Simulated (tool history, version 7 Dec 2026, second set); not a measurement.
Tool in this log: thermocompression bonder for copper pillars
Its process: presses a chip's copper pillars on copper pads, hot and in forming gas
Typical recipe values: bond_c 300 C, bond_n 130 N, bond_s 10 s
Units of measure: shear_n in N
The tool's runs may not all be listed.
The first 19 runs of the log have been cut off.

run,day,bond_c,bond_n,bond_s,shear_n
20,43.871,300,130,10,64.7
21,47.354,330,147,13,89.7
22,49.083,325,82,5,47.7
# day 50.242: forming gas filter changed
23,50.988,325,82,5,52.4
24,53.250,285,118,26,73.7
25,56.150,315,118,6,59.7
26,58.117,315,118,6,56.9
27,60.367,325,130,11,77.6
# day 61.817: forming gas filter changed
28,62.150,326,136,6,74.3
29,64.350,326,136,6,72.0
30,67.046,323,174,10,87.1
31,69.654,323,174,10,84.7
32,71.533,307,174,7,66.7
33,73.100,307,174,7,67.6
# day 73.421: force cell calibrated
# day 73.442: forming gas filter changed
34,75.225,307,106,17,76.1
35,77.771,298,106,7,50.0
36,81.188,298,106,7,48.8
37,84.296,289,91,6,36.4
# day 84.896: forming gas filter changed
38,86.492,282,125,20,68.5
39,90.017,324,166,11,88.2

Predict each of these 4 candidate next runs independently; none follows another, all start after run 39:
A,91.896,300,190,21,?
B,91.896,304,95,14,?
C,91.896,300,130,9,?
D,91.896,324,166,7,?

run,shear_n
A,90.5
B,62.9
C,60.4
D,78.8
With no hidden state in the tool, these same runs would have given:
run,shear_n
A,99.8
B,70.5
C,67.9
D,87.4
